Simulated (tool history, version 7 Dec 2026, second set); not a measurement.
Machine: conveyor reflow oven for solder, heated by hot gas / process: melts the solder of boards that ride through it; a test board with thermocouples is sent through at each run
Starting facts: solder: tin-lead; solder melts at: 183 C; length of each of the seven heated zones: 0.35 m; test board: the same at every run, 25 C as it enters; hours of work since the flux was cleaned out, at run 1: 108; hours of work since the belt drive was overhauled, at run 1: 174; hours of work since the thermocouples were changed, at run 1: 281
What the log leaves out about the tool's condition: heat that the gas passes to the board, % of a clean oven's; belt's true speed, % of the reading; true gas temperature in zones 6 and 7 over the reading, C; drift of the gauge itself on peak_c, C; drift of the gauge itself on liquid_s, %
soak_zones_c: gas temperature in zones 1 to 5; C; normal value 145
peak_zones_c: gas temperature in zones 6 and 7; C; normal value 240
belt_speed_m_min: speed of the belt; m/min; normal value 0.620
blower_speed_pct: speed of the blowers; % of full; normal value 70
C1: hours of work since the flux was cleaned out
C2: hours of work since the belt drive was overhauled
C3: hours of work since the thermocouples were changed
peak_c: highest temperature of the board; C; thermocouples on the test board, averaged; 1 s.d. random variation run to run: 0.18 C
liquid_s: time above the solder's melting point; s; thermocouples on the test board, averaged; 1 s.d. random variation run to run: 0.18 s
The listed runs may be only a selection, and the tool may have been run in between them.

Run 1, hour 0.0: usual settings; C1 108; C2 174; C3 281. Result: peak_c 220.1 C, liquid_s 54.1 s.
Run 2, hour 9.5: usual settings; C1 114; C2 181; C3 287. Result: peak_c 220.6 C, liquid_s 54.1 s.
Run 3, hour 21.7: usual settings; C1 123; C2 189; C3 296. Result: peak_c 219.9 C, liquid_s 54.4 s.
Run 4, hour 32.3: usual settings but belt_speed_m_min 0.699 m/min; C1 130; C2 196; C3 303. Result: peak_c 215.9 C, liquid_s 44.7 s.
Run 5, hour 46.5: usual settings; C1 139; C2 206; C3 312. Result: peak_c 220.3 C, liquid_s 54.1 s.
Run 6, hour 62.8: usual settings but belt_speed_m_min 0.512 m/min; C1 150; C2 217; C3 323. Result: peak_c 226.7 C, liquid_s 70.9 s.
Run 7, hour 77.1: usual settings but belt_speed_m_min 0.512 m/min; C1 160; C2 226; C3 333. Result: peak_c 226.2 C, liquid_s 71.0 s.
Run 8, hour 84.0: usual settings but belt_speed_m_min 0.512 m/min; C1 165; C2 231; C3 338. Result: peak_c 226.6 C, liquid_s 71.0 s.
Run 9, hour 95.2: usual settings but soak_zones_c 131 C; C1 172; C2 238; C3 345. Result: peak_c 216.4 C, liquid_s 47.3 s.
Run 10, hour 106.7: usual settings but soak_zones_c 152 C; C1 180; C2 246; C3 353. Result: peak_c 221.7 C, liquid_s 57.9 s.
At hour 112.9: flux residue cleaned out of gas plates and filters.
Run 11, hour 119.9: usual settings but soak_zones_c 152 C, peak_zones_c 248 C; C1 5; C2 252; C3 358. Result: peak_c 227.9 C, liquid_s 61.4 s.
Run 12, hour 134.2: usual settings; C1 14; C2 261; C3 368. Result: peak_c 219.4 C, liquid_s 53.7 s.
Run 13, hour 150.1: usual settings but soak_zones_c 151 C, peak_zones_c 246 C, belt_speed_m_min 0.618 m/min; C1 25; C2 272; C3 379. Result: peak_c 226.2 C, liquid_s 60.2 s.
Run 14, hour 157.3: usual settings but peak_zones_c 251 C; C1 30; C2 277; C3 384. Result: peak_c 228.5 C, liquid_s 59.4 s.
At hour 167.9: flux residue cleaned out of gas plates and filters, once more.
Run 15, hour 169.6: usual settings but soak_zones_c 133 C; C1 1; C2 282; C3 388. Result: peak_c 218.2 C, liquid_s 49.4 s.
Run 16, hour 176.9: usual settings but soak_zones_c 150 C, blower_speed_pct 79 % of full; C1 6; C2 287; C3 393. Result: peak_c 224.4 C, liquid_s 59.0 s.
Run 17, hour 191.1: usual settings but soak_zones_c 150 C, blower_speed_pct 79 % of full; C1 16; C2 296; C3 403. Result: peak_c 224.8 C, liquid_s 59.2 s.
Run 18, hour 200.8: usual settings but soak_zones_c 150 C, blower_speed_pct 79 % of full; C1 22; C2 303; C3 409. Result: peak_c 224.8 C, liquid_s 59.0 s.
Run 19, hour 214.3: usual settings but soak_zones_c 150 C, belt_speed_m_min 0.630 m/min, blower_speed_pct 84 % of full; C1 31; C2 312; C3 419. Result: peak_c 225.3 C, liquid_s 58.8 s.
Run 20, hour 226.1: usual settings but soak_zones_c 133 C, peak_zones_c 235 C, belt_speed_m_min 0.630 m/min, blower_speed_pct 78 % of full; C1 39; C2 320; C3 426. Result: peak_c 216.2 C, liquid_s 47.5 s.
Run 21, hour 239.6: usual settings but soak_zones_c 157 C, peak_zones_c 235 C, belt_speed_m_min 0.605 m/min, blower_speed_pct 72 % of full; C1 48; C2 329; C3 436. Result: peak_c 220.5 C, liquid_s 61.1 s.
Run 22, hour 250.0: usual settings but soak_zones_c 151 C, peak_zones_c 230 C, belt_speed_m_min 0.615 m/min, blower_speed_pct 90 % of full; C1 55; C2 336; C3 443. Result: peak_c 218.9 C, liquid_s 57.3 s.
Run 23, hour 262.7: usual settings but soak_zones_c 135 C, peak_zones_c 233 C, belt_speed_m_min 0.615 m/min, blower_speed_pct 64 % of full; C1 64; C2 344; C3 451. Result: peak_c 211.1 C, liquid_s 44.0 s.
Run 24, hour 269.5: usual settings but soak_zones_c 154 C, peak_zones_c 235 C, belt_speed_m_min 0.558 m/min, blower_speed_pct 72 % of full; C1 68; C2 349; C3 456. Result: peak_c 222.4 C, liquid_s 66.0 s.

Below are 5 alternative next runs, each starting from the tool's condition after run 24. Predict each:
Run A, hour 279.6: usual settings but soak_zones_c 148 C, peak_zones_c 243 C, belt_speed_m_min 0.599 m/min, blower_speed_pct 72 % of full; C1 75; C2 356; C3 462. Result: peak_c ?, liquid_s ?.
Run B, hour 279.6: usual settings but soak_zones_c 150 C, peak_zones_c 235 C, belt_speed_m_min 0.558 m/min, blower_speed_pct 58 % of full; C1 75; C2 356; C3 462. Result: peak_c ?, liquid_s ?.
Run C, hour 279.6: usual settings but peak_zones_c 239 C; C1 75; C2 356; C3 462. Result: peak_c ?, liquid_s ?.
Run D, hour 279.6: usual settings but soak_zones_c 150 C, peak_zones_c 235 C, belt_speed_m_min 0.558 m/min, blower_speed_pct 72 % of full; C1 75; C2 356; C3 462. Result: peak_c ?, liquid_s ?.
Run E, hour 279.6: usual settings but soak_zones_c 134 C, peak_zones_c 235 C; C1 75; C2 356; C3 462. Result: peak_c ?, liquid_s ?.

run  peak_c  liquid_s
  A   225.9      61.3
  B   217.4      60.2
  C   220.1      54.0
  D   221.6      64.2
  E   214.0      46.7
Without the tool's hidden state the same runs would have given:
run  peak_c  liquid_s
  A   224.6      60.3
  B   216.0      58.9
  C   218.9      53.0
  D   220.2      63.0
  E   212.8      45.6

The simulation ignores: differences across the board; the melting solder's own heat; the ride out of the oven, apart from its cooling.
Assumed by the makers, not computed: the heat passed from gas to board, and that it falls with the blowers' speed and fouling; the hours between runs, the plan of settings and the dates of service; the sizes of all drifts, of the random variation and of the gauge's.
